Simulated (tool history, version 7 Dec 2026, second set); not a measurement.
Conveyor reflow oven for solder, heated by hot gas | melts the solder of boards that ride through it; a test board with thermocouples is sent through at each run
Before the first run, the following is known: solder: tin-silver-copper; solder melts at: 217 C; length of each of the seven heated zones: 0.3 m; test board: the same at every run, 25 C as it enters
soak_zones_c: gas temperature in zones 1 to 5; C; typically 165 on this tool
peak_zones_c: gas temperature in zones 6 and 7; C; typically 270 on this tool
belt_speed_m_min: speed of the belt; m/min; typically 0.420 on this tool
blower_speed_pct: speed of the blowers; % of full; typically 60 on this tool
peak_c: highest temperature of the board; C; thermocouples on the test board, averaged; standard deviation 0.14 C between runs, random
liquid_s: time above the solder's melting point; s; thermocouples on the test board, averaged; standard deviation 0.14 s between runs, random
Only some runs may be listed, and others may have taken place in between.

run	day	soak_zones_c	peak_zones_c	belt_speed_m_min	blower_speed_pct	peak_c	liquid_s
1	0.000	165	270	0.420	60	247.6	55.2
2	0.579	165	270	0.420	60	247.5	55.2
3	1.104	165	270	0.420	60	247.4	55.3
4	1.454	165	258	0.420	60	237.2	44.5
5	1.900	165	275	0.420	60	251.6	59.0
6	2.246	178	270	0.420	60	250.1	62.8
7	2.658	165	270	0.412	60	248.0	56.9
8	3.242	165	270	0.412	60	248.1	57.1
9	3.804	165	282	0.420	68	260.4	66.3
# day 4.192: flux residue cleaned out of gas plates and filters
10	4.562	165	284	0.381	60	263.8	76.0
11	5.142	165	284	0.381	60	263.7	75.9
12	5.433	163	284	0.365	60	265.0	79.9
13	5.846	168	277	0.420	73	259.2	67.3
14	6.325	155	277	0.437	84	258.8	60.6
15	6.758	155	263	0.437	86	246.8	52.1
16	7.133	165	272	0.399	73	255.9	67.7

Each row is a separate what-if for the run after 16, all from the same tool condition, not one after another. Results?
A	7.762	170	272	0.399	82	?	?
B	7.762	157	270	0.420	61	?	?
C	7.762	174	266	0.342	73	?	?

run	peak_c	liquid_s
A	259.0	72.0
B	246.7	52.4
C	255.8	84.9
Stripped of hidden state, with their random variation kept, the same runs would have yielded:
run	peak_c	liquid_s
A	260.0	72.5
B	247.7	53.2
C	256.9	85.4
